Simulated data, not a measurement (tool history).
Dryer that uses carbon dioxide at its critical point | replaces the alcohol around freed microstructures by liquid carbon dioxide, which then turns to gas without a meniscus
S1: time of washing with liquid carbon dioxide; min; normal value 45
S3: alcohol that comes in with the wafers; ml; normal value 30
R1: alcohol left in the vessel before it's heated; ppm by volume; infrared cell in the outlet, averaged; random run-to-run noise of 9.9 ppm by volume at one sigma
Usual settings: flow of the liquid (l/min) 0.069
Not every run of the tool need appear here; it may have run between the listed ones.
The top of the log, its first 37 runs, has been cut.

Run 38, hour 365.9: usual settings but S1 48 min, flow of the liquid (l/min) 0.0746, S3 38 ml. Result: R1 532 ppm by volume.
Run 39, hour 376.8: usual settings but S1 30 min, flow of the liquid (l/min) 0.0751, S3 29 ml. Result: R1 2454 ppm by volume.
Run 40, hour 387.5: usual settings but flow of the liquid (l/min) 0.0886, S3 48 ml. Result: R1 393 ppm by volume.
Run 41, hour 396.2: usual settings but flow of the liquid (l/min) 0.0886, S3 48 ml. Result: R1 384 ppm by volume.
Run 42, hour 403.3: usual settings but S3 21 ml. Result: R1 617 ppm by volume.
Run 43, hour 416.7: usual settings but S3 21 ml. Result: R1 604 ppm by volume.
Run 44, hour 429.8: usual settings but S3 21 ml. Result: R1 608 ppm by volume.
Run 45, hour 441.5: usual settings but S1 61 min. Result: R1 248 ppm by volume.
Run 46, hour 451.2: usual settings but flow of the liquid (l/min) 0.0967. Result: R1 198 ppm by volume.

5 ways to go on from here, each from the tool as it stands after run 46. What would each give?
Run A, hour 459: usual settings but S1 32 min, flow of the liquid (l/min) 0.0473, S3 22 ml. Result: R1 ?.
Run B, hour 459: usual settings but S1 32 min, flow of the liquid (l/min) 0.0514, S3 27 ml. Result: R1 ?.
Run C, hour 459: usual settings but S1 55 min, flow of the liquid (l/min) 0.0466. Result: R1 ?.
Run D, hour 459: usual settings but S1 32 min, flow of the liquid (l/min) 0.059, S3 66 ml. Result: R1 ?.
Run E, hour 459: usual settings but S1 37 min, flow of the liquid (l/min) 0.0627, S3 31 ml. Result: R1 ?.

run    R1
  A  5659
  B  5492
  C  1836
  D  9334
  E  2555
Stripped of hidden state, with their random variation kept, the same runs would have yielded:
run    R1
  A  4865
  B  4665
  C  1389
  D  7804
  E  1999
